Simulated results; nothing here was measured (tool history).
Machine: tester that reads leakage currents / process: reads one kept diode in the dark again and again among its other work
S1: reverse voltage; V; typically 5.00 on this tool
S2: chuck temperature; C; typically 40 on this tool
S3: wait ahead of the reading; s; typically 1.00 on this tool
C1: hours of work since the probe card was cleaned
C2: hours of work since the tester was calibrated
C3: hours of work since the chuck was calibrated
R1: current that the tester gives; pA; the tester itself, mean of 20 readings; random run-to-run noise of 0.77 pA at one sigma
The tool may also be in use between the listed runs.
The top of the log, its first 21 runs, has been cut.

| run | hour | S1 | S2 | S3 | C1 | C2 | C3 | R1 |
|---|---|---|---|---|---|---|---|---|
| 22 | 887.3 | 1.79 | 40 | 4.52 | 1802 | 2071 | 1111 | 182.00 |
| 23 | 930.4 | 1.79 | 30 | 9.15 | 1824 | 2093 | 1134 | 78.23 |
| 24 | 982.9 | 5.00 | 59 | 4.67 | 1852 | 2121 | 1161 | 1168.42 |
| 25 | 1046.3 | 1.53 | 40 | 0.94 | 1885 | 2154 | 1194 | 173.48 |
| 26 | 1072.5 | 8.77 | 39 | 8.85 | 1898 | 2168 | 1208 | 306.29 |
| 27 | 1107.9 | 5.98 | 39 | 5.73 | 1917 | 2186 | 1227 | 263.64 |
| 28 | 1164.2 | 1.56 | 40 | 1.21 | 1946 | 2216 | 1256 | 174.10 |
| 29 | 1193.4 | 1.05 | 44 | 1.00 | 1962 | 2231 | 1271 | 207.94 |
| 30 | 1222.0 | 1.41 | 38 | 1.00 | 1977 | 2246 | 1286 | 142.64 |
| 31 | 1285.7 | 1.41 | 38 | 1.00 | 2010 | 2279 | 1320 | 142.52 |
| 32 | 1348.3 | 10.47 | 34 | 4.53 | 2043 | 2312 | 1352 | 222.62 |
| 33 | 1374.3 | 3.61 | 60 | 8.89 | 2056 | 2326 | 1366 | 1125.38 |
| 34 | 1431.6 | 3.61 | 60 | 8.89 | 2086 | 2356 | 1396 | 1117.75 |
| 35 | 1461.2 | 3.61 | 60 | 2.02 | 2102 | 2371 | 1411 | 1127.14 |
| 36 | 1520.9 | 12.04 | 40 | 3.43 | 2133 | 2402 | 1443 | 382.03 |
| 37 | 1565.3 | 12.04 | 40 | 3.43 | 2156 | 2425 | 1466 | 382.33 |
| 38 | 1598.1 | 17.48 | 26 | 3.43 | 2173 | 2443 | 1483 | 150.55 |
| 39 | 1640.5 | 17.48 | 26 | 3.16 | 2196 | 2465 | 1505 | 150.90 |
| 40 | 1700.0 | 1.73 | 21 | 2.55 | 2227 | 2496 | 1536 | 35.85 |

Consider 3 possible next runs. They are alternatives, not a sequence: every one starts from the tool as it was left by run 40. What does each give?
| A | 1738.9 | 15.90 | 21 | 9.05 | 2247 | 2516 | 1557 | ? |
| B | 1738.9 | 1.73 | 21 | 5.10 | 2247 | 2516 | 1557 | ? |
| C | 1738.9 | 4.74 | 40 | 2.49 | 2247 | 2516 | 1557 | ? |

| run | R1 |
|---|---|
| A | 99.66 |
| B | 36.30 |
| C | 266.89 |
Had the tool no hidden state, the same runs would have come out as:
| run | R1 |
|---|---|
| A | 72.63 |
| B | 32.41 |
| C | 251.56 |
